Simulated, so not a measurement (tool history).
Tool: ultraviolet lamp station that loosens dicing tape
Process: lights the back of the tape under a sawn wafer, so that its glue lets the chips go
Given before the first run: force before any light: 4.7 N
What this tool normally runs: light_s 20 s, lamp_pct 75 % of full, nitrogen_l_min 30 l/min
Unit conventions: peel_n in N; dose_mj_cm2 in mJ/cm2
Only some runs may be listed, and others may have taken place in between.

run 1 hour=0.0 | light_s=20 lamp_pct=75 nitrogen_l_min=30 | peel_n=0.931 dose_mj_cm2=252
-- hour=24.3 window cleaned of glue's vapour
run 2 hour=31.4 | light_s=20 lamp_pct=75 nitrogen_l_min=30 | peel_n=0.814 dose_mj_cm2=276
run 3 hour=51.0 | light_s=20 lamp_pct=75 nitrogen_l_min=30 | peel_n=0.804 dose_mj_cm2=273
run 4 hour=70.4 | light_s=20 lamp_pct=75 nitrogen_l_min=30 | peel_n=0.806 dose_mj_cm2=274
run 5 hour=89.7 | light_s=20 lamp_pct=75 nitrogen_l_min=30 | peel_n=0.852 dose_mj_cm2=272
run 6 hour=135.5 | light_s=20 lamp_pct=98 nitrogen_l_min=30 | peel_n=0.562 dose_mj_cm2=349
run 7 hour=157.3 | light_s=20 lamp_pct=98 nitrogen_l_min=30 | peel_n=0.547 dose_mj_cm2=350
run 8 hour=188.0 | light_s=20 lamp_pct=98 nitrogen_l_min=30 | peel_n=0.542 dose_mj_cm2=352
run 9 hour=233.6 | light_s=20 lamp_pct=98 nitrogen_l_min=30 | peel_n=0.556 dose_mj_cm2=342
run 10 hour=257.3 | light_s=20 lamp_pct=98 nitrogen_l_min=30 | peel_n=0.537 dose_mj_cm2=342
run 11 hour=285.0 | light_s=20 lamp_pct=75 nitrogen_l_min=28 | peel_n=0.897 dose_mj_cm2=266
run 12 hour=317.3 | light_s=20 lamp_pct=75 nitrogen_l_min=30 | peel_n=0.849 dose_mj_cm2=261
run 13 hour=352.7 | light_s=20 lamp_pct=75 nitrogen_l_min=30 | peel_n=0.857 dose_mj_cm2=263
run 14 hour=394.1 | light_s=20 lamp_pct=75 nitrogen_l_min=30 | peel_n=0.884 dose_mj_cm2=255
run 15 hour=426.1 | light_s=17 lamp_pct=75 nitrogen_l_min=30 | peel_n=1.146 dose_mj_cm2=219
run 16 hour=445.9 | light_s=20 lamp_pct=75 nitrogen_l_min=9 | peel_n=1.685 dose_mj_cm2=255
run 17 hour=485.9 | light_s=20 lamp_pct=75 nitrogen_l_min=21 | peel_n=1.077 dose_mj_cm2=247
run 18 hour=505.6 | light_s=20 lamp_pct=75 nitrogen_l_min=21 | peel_n=1.081 dose_mj_cm2=256
run 19 hour=534.5 | light_s=20 lamp_pct=75 nitrogen_l_min=21 | peel_n=1.170 dose_mj_cm2=247
run 20 hour=566.9 | light_s=20 lamp_pct=75 nitrogen_l_min=21 | peel_n=1.152 dose_mj_cm2=246
run 21 hour=595.1 | light_s=20 lamp_pct=72 nitrogen_l_min=21 | peel_n=1.208 dose_mj_cm2=240
run 22 hour=633.1 | light_s=20 lamp_pct=98 nitrogen_l_min=30 | peel_n=0.636 dose_mj_cm2=321
run 23 hour=679.3 | light_s=34 lamp_pct=71 nitrogen_l_min=29 | peel_n=0.461 dose_mj_cm2=391
run 24 hour=700.6 | light_s=20 lamp_pct=84 nitrogen_l_min=29 | peel_n=0.837 dose_mj_cm2=273
run 25 hour=724.8 | light_s=20 lamp_pct=84 nitrogen_l_min=29 | peel_n=0.824 dose_mj_cm2=269
run 26 hour=763.1 | light_s=20 lamp_pct=84 nitrogen_l_min=14 | peel_n=1.337 dose_mj_cm2=269
run 27 hour=802.7 | light_s=20 lamp_pct=84 nitrogen_l_min=14 | peel_n=1.294 dose_mj_cm2=267
run 28 hour=841.6 | light_s=20 lamp_pct=84 nitrogen_l_min=14 | peel_n=1.350 dose_mj_cm2=264
run 29 hour=882.1 | light_s=22 lamp_pct=70 nitrogen_l_min=23 | peel_n=1.153 dose_mj_cm2=242
-- hour=914.7 lamp changed
run 30 hour=919.6 | light_s=21 lamp_pct=62 nitrogen_l_min=30 | peel_n=0.935 dose_mj_cm2=257
run 31 hour=965.8 | light_s=21 lamp_pct=62 nitrogen_l_min=30 | peel_n=0.915 dose_mj_cm2=249
run 32 hour=989.4 | light_s=20 lamp_pct=75 nitrogen_l_min=16 | peel_n=1.095 dose_mj_cm2=283
run 33 hour=1016.9 | light_s=20 lamp_pct=75 nitrogen_l_min=20 | peel_n=0.998 dose_mj_cm2=286
run 34 hour=1037.0 | light_s=39 lamp_pct=82 nitrogen_l_min=33 | peel_n=0.238 dose_mj_cm2=609
run 35 hour=1069.3 | light_s=11 lamp_pct=75 nitrogen_l_min=30 | peel_n=1.603 dose_mj_cm2=161
run 36 hour=1092.8 | light_s=34 lamp_pct=75 nitrogen_l_min=55 | peel_n=0.242 dose_mj_cm2=482
-- hour=1124.0 window cleaned of glue's vapour
run 37 hour=1129.3 | light_s=34 lamp_pct=75 nitrogen_l_min=55 | peel_n=0.224 dose_mj_cm2=530
run 38 hour=1163.1 | light_s=20 lamp_pct=85 nitrogen_l_min=30 | peel_n=0.532 dose_mj_cm2=350
run 39 hour=1204.8 | light_s=27 lamp_pct=75 nitrogen_l_min=30 | peel_n=0.399 dose_mj_cm2=411
run 40 hour=1240.5 | light_s=27 lamp_pct=75 nitrogen_l_min=30 | peel_n=0.424 dose_mj_cm2=411
run 41 hour=1278.6 | light_s=26 lamp_pct=87 nitrogen_l_min=42 | peel_n=0.299 dose_mj_cm2=466
run 42 hour=1299.5 | light_s=16 lamp_pct=63 nitrogen_l_min=41 | peel_n=1.061 dose_mj_cm2=204
run 43 hour=1324.7 | light_s=20 lamp_pct=75 nitrogen_l_min=10 | peel_n=1.311 dose_mj_cm2=300

Below, some changes in peel_n between adjacent runs. For each, the amount present without the hidden state too (settings, incoming material, random variation) and the amount remaining for the hidden state with gauge scatter not shared by both compared results:
Hidden state at play: lamp's light, % of a new lamp's; light that the window lets through, % of a clean one's; drift of the gauge itself on peel_n, %; drift of the gauge itself on dose_mj_cm2, %.
Run 29 -> 30: light_s 22 -> 21, lamp_pct 70 -> 62, nitrogen_l_min 23 -> 30, lamp changed. peel_n -0.218 N: hidden state -0.300, all else +0.082.
Run 34 -> 35: light_s 39 -> 11, lamp_pct 82 -> 75, nitrogen_l_min 33 -> 30. peel_n +1.365 N: hidden state +0.166, all else +1.199.
Run 35 -> 36: light_s 11 -> 34, nitrogen_l_min 30 -> 55. peel_n -1.361 N: hidden state -0.161, all else -1.200.
Run 41 -> 42: light_s 26 -> 16, lamp_pct 87 -> 63, nitrogen_l_min 42 -> 41. peel_n +0.762 N: hidden state +0.060, all else +0.702.

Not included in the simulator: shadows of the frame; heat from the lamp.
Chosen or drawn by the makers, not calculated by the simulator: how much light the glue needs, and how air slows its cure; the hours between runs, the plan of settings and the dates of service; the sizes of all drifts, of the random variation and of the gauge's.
